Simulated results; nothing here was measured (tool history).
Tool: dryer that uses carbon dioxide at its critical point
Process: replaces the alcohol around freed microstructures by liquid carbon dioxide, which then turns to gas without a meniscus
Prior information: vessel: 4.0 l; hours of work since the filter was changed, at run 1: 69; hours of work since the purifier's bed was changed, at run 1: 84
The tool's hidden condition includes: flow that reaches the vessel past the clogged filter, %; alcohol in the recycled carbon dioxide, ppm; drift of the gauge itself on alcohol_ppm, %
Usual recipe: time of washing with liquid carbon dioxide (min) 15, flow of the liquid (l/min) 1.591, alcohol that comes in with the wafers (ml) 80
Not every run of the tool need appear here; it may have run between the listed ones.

run   hour  time of washing with liquid carbon dioxide (min)  flow of the liquid (l/min)  alcohol that comes in with the wafers (ml)  hours of work since the filter was changed  hours of work since the purifier's bed was changed  alcohol left in the vessel before it's heated (ppm by volume)
  1    0.0                                                15                       1.591                                          80                                          69                                                  84                                                            191
  2    9.2                                                23                       1.591                                          80                                          76                                                  90                                                             38
  3   18.9                                                23                       1.591                                          80                                          83                                                  98                                                             44
  4   24.3                                                23                       1.591                                          80                                          87                                                 102                                                             40
  5   33.9                                                21                       1.591                                          80                                          94                                                 109                                                             38
  6   38.6                                                13                       1.591                                          80                                          98                                                 112                                                            370
  7   44.8                                                13                       1.591                                          80                                         102                                                 117                                                            370
  8   51.9                                                13                       1.591                                          80                                         108                                                 122                                                            379
  9   57.3                                                13                       1.591                                          80                                         112                                                 126                                                            367
 10   63.6                                                15                       1.591                                          80                                         116                                                 131                                                            215
 11   69.7                                                15                       1.591                                          80                                         121                                                 136                                                            208
 12   75.5                                                15                       1.591                                          80                                         125                                                 140                                                            215
 13   86.4                                                15                       1.591                                          80                                         133                                                 148                                                            221
 14   94.8                                                14                       1.591                                          80                                         140                                                 154                                                            275
 15  100.7                                                12                       1.670                                         102                                         144                                                 159                                                            525
 16  105.8                                                12                       1.670                                         102                                         148                                                 163                                                            519
 17  111.2                                                12                       1.670                                         102                                         152                                                 167                                                            545
 18  115.9                                                15                       1.140                                          78                                         156                                                 170                                                            776
 19  123.7                                                15                       1.140                                          78                                         161                                                 176                                                            786
 20  129.0                                                15                       1.140                                          78                                         165                                                 180                                                            789
 21  133.7                                                15                       1.140                                          78                                         169                                                 183                                                            773
 22  138.6                                                15                       1.680                                          86                                         172                                                 187                                                            191
 23  143.8                                                 9                       1.170                                          75                                         176                                                 191                                                           2579
 24  148.6                                                14                       2.660                                          32                                         180                                                 194                                                             44
 25  156.3                                                12                       1.591                                          80                                         186                                                 200                                                            516
 26  167.9                                                12                       1.990                                          99                                         194                                                 209                                                            265

Each row is a separate what-if for the run after 26, all from the same tool condition, not one after another. Results?
  A  178.0                                                13                       1.990                                          99                                         202                                                 216                                                              ?
  B  178.0                                                11                       1.510                                          80                                         202                                                 216                                                              ?
  C  178.0                                                11                       1.990                                          28                                         202                                                 216                                                              ?
  D  178.0                                                19                       1.040                                          65                                         202                                                 216                                                              ?
  E  178.0                                                12                       2.040                                          20                                         202                                                 216                                                              ?

run  alcohol left in the vessel before it's heated (ppm by volume)
  A                                                            189
  B                                                            840
  C                                                            141
  D                                                            425
  E                                                             83
Without the tool's hidden state the same runs would have given:
run  alcohol left in the vessel before it's heated (ppm by volume)
  A                                                            130
  B                                                            733
  C                                                             88
  D                                                            348
  E                                                             35
